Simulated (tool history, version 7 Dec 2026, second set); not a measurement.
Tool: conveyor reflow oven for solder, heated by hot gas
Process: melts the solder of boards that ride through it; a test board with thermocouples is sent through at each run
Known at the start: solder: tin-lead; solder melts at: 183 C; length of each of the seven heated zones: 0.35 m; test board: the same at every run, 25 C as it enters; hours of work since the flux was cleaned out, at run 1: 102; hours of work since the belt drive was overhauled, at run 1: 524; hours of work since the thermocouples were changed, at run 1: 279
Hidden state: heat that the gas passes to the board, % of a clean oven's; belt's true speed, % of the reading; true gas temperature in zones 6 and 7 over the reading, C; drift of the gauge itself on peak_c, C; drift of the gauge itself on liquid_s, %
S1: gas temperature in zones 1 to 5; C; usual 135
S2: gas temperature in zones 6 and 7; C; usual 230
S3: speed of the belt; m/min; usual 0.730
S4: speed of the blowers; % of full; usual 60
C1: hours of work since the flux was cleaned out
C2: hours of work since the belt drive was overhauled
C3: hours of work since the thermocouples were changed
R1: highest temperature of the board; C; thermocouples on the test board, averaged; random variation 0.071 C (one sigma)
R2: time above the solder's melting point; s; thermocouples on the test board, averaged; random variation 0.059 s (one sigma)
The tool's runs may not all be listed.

run	hour	S1	S2	S3	S4	C1	C2	C3	R1	R2
1	0.0	135	230	0.730	60	102	524	279	213.03	39.78
2	10.4	135	230	0.730	89	108	530	285	220.36	45.35
3	20.0	135	230	0.730	89	113	535	290	220.39	45.32
4	30.5	135	230	0.730	89	119	541	297	220.36	45.32
5	41.5	135	230	0.730	89	126	548	303	220.24	45.33
6	51.0	128	230	0.730	60	131	553	309	211.58	37.06
7	61.7	128	230	0.730	60	138	560	315	211.55	36.97
8	71.5	128	230	0.730	60	143	565	321	211.55	36.91
9	80.8	135	230	0.730	60	149	571	326	212.71	39.59
10	88.6	135	230	0.730	60	153	575	331	212.80	39.53
11	98.1	135	230	0.730	60	159	581	336	212.80	39.52
12	111.1	135	230	0.730	60	167	588	344	212.67	39.50
13	123.6	135	230	0.730	60	174	596	351	212.77	39.51
14	129.4	135	230	0.730	60	177	599	354	212.66	39.49
15	135.9	135	230	0.730	60	181	603	358	212.68	39.47
16	146.6	146	230	0.715	60	187	609	364	215.43	45.31
17	156.6	146	230	0.715	60	193	615	370	215.41	45.43
18	168.7	146	230	0.670	60	200	622	377	217.16	50.03
19	177.5	137	233	0.809	70	205	627	382	215.30	37.43
20	190.0	135	230	0.730	72	213	635	390	216.10	42.42
21	199.8	149	230	0.730	76	218	640	396	219.07	48.07
# hour 205.7: flux residue cleaned out of gas plates and filters
22	214.6	135	245	0.583	60	5	646	401	232.48	62.98
23	223.5	135	230	0.730	60	10	651	406	211.93	38.83
24	230.6	135	228	0.591	57	15	655	411	215.80	52.42
25	239.5	135	228	0.591	57	20	661	416	215.63	52.40
26	245.2	150	228	0.751	57	23	664	419	211.35	41.53
27	253.9	121	228	0.751	63	28	669	424	207.12	31.15
# hour 265.2: flux residue cleaned out of gas plates and filters, once more
28	265.2	121	228	0.751	64	0	673	428	210.19	33.81
29	272.1	142	230	0.772	84	4	677	432	219.88	44.11
30	280.7	142	230	0.772	84	9	682	437	219.86	44.01

Forecast each of these 3 alternatives for the next run:
A	293.2	139	243	0.783	60	16	689	444	?	?
B	293.2	122	230	0.630	61	16	689	444	?	?
C	293.2	135	227	0.792	68	16	689	444	?	?

run	R1	R2
A	223.34	43.42
B	216.77	46.46
C	211.35	35.71
Without the tool's hidden state the same runs would have given:
run	R1	R2
A	222.61	42.77
B	216.01	45.64
C	210.66	35.03
